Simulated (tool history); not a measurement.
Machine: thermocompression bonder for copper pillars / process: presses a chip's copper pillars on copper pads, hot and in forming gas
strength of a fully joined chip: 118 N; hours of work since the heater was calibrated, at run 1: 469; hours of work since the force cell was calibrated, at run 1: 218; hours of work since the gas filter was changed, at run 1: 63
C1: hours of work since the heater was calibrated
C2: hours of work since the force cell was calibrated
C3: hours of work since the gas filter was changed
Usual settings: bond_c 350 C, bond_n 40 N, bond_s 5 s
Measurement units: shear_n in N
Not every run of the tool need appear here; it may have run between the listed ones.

{"run": 1, "day": 0.0, "bond_c": 350, "bond_n": 40, "bond_s": 5, "C1": 469, "C2": 218, "C3": 63, "shear_n": 49.9}
{"run": 2, "day": 0.512, "bond_c": 352, "bond_n": 40, "bond_s": 5, "C1": 476, "C2": 225, "C3": 71, "shear_n": 51}
{"run": 3, "day": 1.204, "bond_c": 352, "bond_n": 40, "bond_s": 5, "C1": 486, "C2": 235, "C3": 81, "shear_n": 50.6}
{"run": 4, "day": 1.783, "bond_c": 352, "bond_n": 40, "bond_s": 5, "C1": 494, "C2": 244, "C3": 89, "shear_n": 51.1}
{"run": 5, "day": 2.454, "bond_c": 352, "bond_n": 40, "bond_s": 5, "C1": 504, "C2": 253, "C3": 99, "shear_n": 50.7}
{"run": 6, "day": 3.508, "bond_c": 350, "bond_n": 40, "bond_s": 5, "C1": 520, "C2": 269, "C3": 114, "shear_n": 49.9}
{"run": 7, "day": 4.171, "bond_c": 350, "bond_n": 40, "bond_s": 5, "C1": 529, "C2": 278, "C3": 124, "shear_n": 49.9}
{"run": 8, "day": 5.154, "bond_c": 350, "bond_n": 40, "bond_s": 5, "C1": 543, "C2": 292, "C3": 138, "shear_n": 49.4}
{"run": 9, "day": 5.929, "bond_c": 332, "bond_n": 40, "bond_s": 5, "C1": 555, "C2": 304, "C3": 149, "shear_n": 39.8}
{"day": 6.242, "done": "heater calibrated with a thermocouple chip"}
{"run": 10, "day": 6.554, "bond_c": 350, "bond_n": 43, "bond_s": 5, "C1": 5, "C2": 312, "C3": 157, "shear_n": 44}
{"run": 11, "day": 7.067, "bond_c": 350, "bond_n": 43, "bond_s": 5, "C1": 12, "C2": 319, "C3": 165, "shear_n": 44.5}
{"run": 12, "day": 7.579, "bond_c": 350, "bond_n": 52, "bond_s": 3, "C1": 19, "C2": 326, "C3": 172, "shear_n": 42}

For run 13, what comes out?
{"run": 13, "day": 8.617, "bond_c": 327, "bond_n": 42, "bond_s": 6, "C1": 34, "C2": 341, "C3": 187, "shear_n": "?"}

{"run 13": {"shear_n": 33.7}}
Were there no unlogged condition in the tool, this run, its random variation unchanged, would have produced shear_n 35.7 N.
